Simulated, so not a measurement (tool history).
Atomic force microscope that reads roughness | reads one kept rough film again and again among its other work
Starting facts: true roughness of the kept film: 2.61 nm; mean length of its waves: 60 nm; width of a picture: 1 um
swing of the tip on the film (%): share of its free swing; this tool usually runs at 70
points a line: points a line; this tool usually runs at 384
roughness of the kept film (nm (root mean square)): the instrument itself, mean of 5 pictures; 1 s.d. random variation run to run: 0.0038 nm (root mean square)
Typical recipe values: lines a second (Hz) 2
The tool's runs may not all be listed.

run,hour,lines a second (Hz),swing of the tip on the film (%),points a line,roughness of the kept film (nm (root mean square))
1,0,2,70,384,2.226
2,5.3,2,70,384,2.23
3,13.1,3.89,70,384,2.019
4,18.1,2,70,384,2.219
5,27,2,70,384,2.229
6,35.2,2,70,384,2.215
7,40.6,2,70,384,2.22
8,46.6,2,70,384,2.215
9,55.5,2,70,384,2.273
10,60.3,2,70,384,2.275
11,67.2,0.95,70,384,2.406
12,71.1,0.95,70,384,2.41
13,79.4,0.95,70,384,2.408
14,85.2,2,70,384,2.266
15,91.6,2,70,268,2.258
16,99.9,2,70,384,2.258
17,106.8,2,70,384,2.259
18,112.1,2,62,384,2.354
19,118.2,2,62,384,2.354
20,127.7,2,62,384,2.352
21,133,1.29,70,384,2.342
22,138.2,0.68,72,384,2.407
23,142.7,0.68,72,384,2.411
24,149.8,0.68,72,384,2.409
25,155.8,0.64,70,980,2.428
26,163.5,0.64,70,980,2.42
27,168.8,1.37,84,384,2.136
28,175.9,1.37,84,384,2.134
29,184.5,2.24,84,312,1.954
30,189.9,0.89,58,377,2.448
31,195,0.58,70,593,2.417
32,201.4,0.58,70,593,2.41
33,210.5,0.58,70,593,2.417
34,218.5,0.54,85,946,2.326
35,223.5,1.07,66,384,2.36
36,229.4,2,70,292,2.21
37,234.6,0.73,81,413,2.307
38,241.2,2.2,67,580,2.234
39,248.3,0.84,72,708,2.41
40,252.6,3.98,82,708,1.753
41,260.5,0.88,80,472,2.337
42,265.9,2.56,70,357,2.208

Withheld: 2 entries from between the runs. Position of each, and hidden state at the listed run before versus the listed run after:
Between runs 8 and 9: new tip fitted (hour 48.3)
  radius of the tip, nm: 17.6 -> 7.5; height scale over the true one, %: 0.1 -> 0.11
  measured less the result without the state, roughness of the kept film (nm (root mean square)): -0.064 -> -0.001
Between runs 38 and 39: new tip fitted (hour 244.7)
  radius of the tip, nm: 17.7 -> 7.8
  measured less the result without the state, roughness of the kept film (nm (root mean square)): -0.062 -> -0.001
